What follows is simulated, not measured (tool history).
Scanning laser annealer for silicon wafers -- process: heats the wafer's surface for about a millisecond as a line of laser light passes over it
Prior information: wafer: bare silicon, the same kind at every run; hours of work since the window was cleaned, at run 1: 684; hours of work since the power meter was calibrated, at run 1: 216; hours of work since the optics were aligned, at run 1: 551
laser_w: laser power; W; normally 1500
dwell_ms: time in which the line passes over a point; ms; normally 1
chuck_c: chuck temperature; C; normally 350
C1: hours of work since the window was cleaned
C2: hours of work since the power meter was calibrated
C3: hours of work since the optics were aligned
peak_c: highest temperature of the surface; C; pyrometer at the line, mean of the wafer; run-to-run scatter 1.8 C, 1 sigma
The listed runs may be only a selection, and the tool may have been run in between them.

Run 1, hour 0: usual settings; C1 684; C2 216; C3 551. Result: peak_c 1035 C.
Run 2, hour 7.4: usual settings; C1 688; C2 220; C3 555. Result: peak_c 1037 C.
Run 3, hour 17: usual settings but laser_w 1382 W; C1 693; C2 224; C3 560. Result: peak_c 978 C.
Run 4, hour 26.4: usual settings but chuck_c 352 C; C1 697; C2 229; C3 565. Result: peak_c 1035 C.
Run 5, hour 31.6: usual settings but chuck_c 352 C; C1 700; C2 232; C3 567. Result: peak_c 1037 C.
Run 6, hour 37.2: usual settings but chuck_c 352 C; C1 703; C2 234; C3 570. Result: peak_c 1032 C.
Run 7, hour 42.5: usual settings but laser_w 1327 W; C1 705; C2 237; C3 573. Result: peak_c 954 C.
Run 8, hour 47.8: usual settings but chuck_c 381 C; C1 708; C2 240; C3 575. Result: peak_c 1066 C.
Run 9, hour 57.8: usual settings but chuck_c 381 C; C1 713; C2 245; C3 580. Result: peak_c 1066 C.
Run 10, hour 67.4: usual settings but chuck_c 381 C; C1 718; C2 250; C3 585. Result: peak_c 1062 C.
Run 11, hour 73.3: usual settings but chuck_c 340 C; C1 721; C2 253; C3 588. Result: peak_c 1019 C.
Run 12, hour 80.3: usual settings but laser_w 1579 W; C1 724; C2 256; C3 592. Result: peak_c 1071 C.
Run 13, hour 85: usual settings but laser_w 1579 W; C1 727; C2 258; C3 594. Result: peak_c 1065 C.
Run 14, hour 89.8: usual settings but chuck_c 380 C; C1 729; C2 261; C3 596. Result: peak_c 1065 C.
Run 15, hour 99.6: usual settings but laser_w 1366 W, chuck_c 380 C; C1 734; C2 266; C3 601. Result: peak_c 1001 C.
Run 16, hour 108.7: usual settings but laser_w 1366 W, chuck_c 380 C; C1 739; C2 270; C3 606. Result: peak_c 1000 C.
Run 17, hour 117.8: usual settings but laser_w 1483 W, dwell_ms 0.94 ms, chuck_c 380 C; C1 743; C2 275; C3 610. Result: peak_c 1029 C.
Run 18, hour 123.4: usual settings but laser_w 1483 W, dwell_ms 0.94 ms, chuck_c 380 C; C1 746; C2 278; C3 613. Result: peak_c 1030 C.
Run 19, hour 132: usual settings but laser_w 1438 W, chuck_c 367 C; C1 750; C2 282; C3 618. Result: peak_c 1018 C.
Run 20, hour 138.1: usual settings but laser_w 1438 W, chuck_c 367 C; C1 753; C2 285; C3 621. Result: peak_c 1017 C.
Run 21, hour 146.1: usual settings but laser_w 1449 W, dwell_ms 0.81 ms; C1 757; C2 289; C3 625. Result: peak_c 931 C.
Run 22, hour 155.1: usual settings but laser_w 1320 W, dwell_ms 1.13 ms; C1 762; C2 293; C3 629. Result: peak_c 988 C.
Run 23, hour 165.5: usual settings but laser_w 1556 W, dwell_ms 0.86 ms, chuck_c 334 C; C1 767; C2 299; C3 634. Result: peak_c 984 C.
Run 24, hour 172.4: usual settings but laser_w 1441 W, dwell_ms 1.04 ms, chuck_c 374 C; C1 771; C2 302; C3 638. Result: peak_c 1041 C.
Run 25, hour 180.2: usual settings but laser_w 1441 W, dwell_ms 1.04 ms, chuck_c 374 C; C1 774; C2 306; C3 642. Result: peak_c 1037 C.
Run 26, hour 189.9: usual settings but laser_w 1441 W, dwell_ms 0.75 ms, chuck_c 374 C; C1 779; C2 311; C3 647. Result: peak_c 925 C.
Run 27, hour 198.8: usual settings but laser_w 1441 W, dwell_ms 0.75 ms, chuck_c 386 C; C1 784; C2 315; C3 651. Result: peak_c 940 C.
Run 28, hour 209.2: usual settings but laser_w 1378 W, dwell_ms 1.07 ms, chuck_c 332 C; C1 789; C2 321; C3 656. Result: peak_c 978 C.
Run 29, hour 214.5: usual settings but laser_w 1378 W, dwell_ms 1.07 ms, chuck_c 376 C; C1 792; C2 323; C3 659. Result: peak_c 1020 C.
Run 30, hour 222.4: usual settings but laser_w 1555 W; C1 796; C2 327; C3 663. Result: peak_c 1053 C.

Difference, measured minus no-hidden-state, one row per run. Run-to-run variation is common to both terms; the gauge's own scatter need not be:
The tool's hidden condition here consists of: light that passes the window, % of a clean one's; laser's true power over the reading, %; width of the line over the set one, %; drift of the gauge itself on peak_c, C.
run  peak_c
  1     -34
  2     -35
  3     -33
  4     -35
  5     -35
  6     -36
  7     -31
  8     -36
  9     -36
 10     -36
 11     -37
 12     -39
 13     -39
 14     -37
 15     -34
 16     -35
 17     -36
 18     -36
 19     -37
 20     -37
 21     -33
 22     -36
 23     -37
 24     -39
 25     -38
 26     -33
 27     -32
 28     -38
 29     -38
 30     -42

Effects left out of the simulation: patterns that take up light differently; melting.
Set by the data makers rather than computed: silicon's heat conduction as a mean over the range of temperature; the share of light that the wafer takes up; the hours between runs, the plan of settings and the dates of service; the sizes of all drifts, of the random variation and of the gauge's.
